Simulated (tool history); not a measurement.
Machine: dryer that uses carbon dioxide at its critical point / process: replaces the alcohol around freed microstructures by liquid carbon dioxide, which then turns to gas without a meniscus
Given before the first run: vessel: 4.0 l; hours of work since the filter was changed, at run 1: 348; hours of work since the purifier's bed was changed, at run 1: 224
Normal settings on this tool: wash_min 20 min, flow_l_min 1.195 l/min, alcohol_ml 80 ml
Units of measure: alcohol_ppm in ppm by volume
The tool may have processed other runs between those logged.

run	day	wash_min	flow_l_min	alcohol_ml	hours of work since the filter was changed	hours of work since the purifier's bed was changed	alcohol_ppm
1	0	20	1.195	80	348	224	422
2	0.438	17	1.195	80	352	228	738
3	0.838	20	1.195	80	356	232	413
4	1.683	20	1.49	80	364	240	191
5	2.646	20	1.49	80	372	249	189
6	3.238	20	1.49	80	378	254	189
7	4.062	20	1.49	56	385	262	151
8	4.946	20	1.49	56	393	270	148
9	5.692	27	1.195	80	400	276	142
10	6.396	20	1.195	82	407	283	457
11	6.938	25	1.195	82	412	288	211
12	7.408	25	1.195	82	416	292	194
13	8.146	25	1.195	82	423	299	208
14	8.904	25	1.195	82	429	306	201
15	9.362	25	1.195	40	434	310	121
16	9.771	25	1.195	78	437	314	200
17	10.654	25	1.195	78	445	322	191
18	11.212	20	1.195	80	451	327	459
19	12.192	20	1.195	80	459	336	476
20	12.696	20	1.195	80	464	340	479
21	13.554	20	1.195	80	472	348	477
22	14.496	20	1.195	27	481	357	194
23	14.967	20	1.195	27	485	361	208
24	15.467	22	1.25	62	489	366	242
25	16.458	22	1.25	62	498	375	240
26	17.171	19	1.58	35	505	381	127
27	18.071	20	0.81	60	513	389	1229
28	18.838	21	1.18	42	520	396	263
29	19.354	21	1.18	95	525	401	536
# day 19.762: inlet filter changed
30	20.062	16	0.81	80	3	407	2021
31	20.908	17	1.195	53	10	415	412
32	21.404	17	1.195	58	15	419	430
33	22.346	17	1.195	58	24	428	448
34	22.858	17	1.195	58	28	433	446
35	23.458	17	1.9	80	34	438	120
36	24.446	20	1.56	26	43	447	82
37	25.108	20	1.56	26	49	453	85
38	25.892	20	1.195	51	56	460	244
39	26.358	20	0.76	40	60	465	731
40	27.071	20	0.76	40	67	471	731
41	27.925	15	0.73	67	75	479	2455
42	28.696	15	0.73	67	82	486	2488
43	29.525	20	1.08	28	89	494	215
44	30.375	20	1.08	28	97	501	219
45	30.954	17	1.195	40	102	507	348
46	31.521	17	1.02	23	107	512	347

Forecast each of these 4 alternatives for the next run:
A	32.462	26	0.92	80	116	520	?
B	32.462	17	0.95	30	116	520	?
C	32.462	15	1.45	57	116	520	?
D	32.462	23	1.1	67	116	520	?

run	alcohol_ppm
A	365
B	510
C	389
D	261
Without the tool's unlogged condition, the same runs would have read:
run	alcohol_ppm
A	267
B	410
C	291
D	175

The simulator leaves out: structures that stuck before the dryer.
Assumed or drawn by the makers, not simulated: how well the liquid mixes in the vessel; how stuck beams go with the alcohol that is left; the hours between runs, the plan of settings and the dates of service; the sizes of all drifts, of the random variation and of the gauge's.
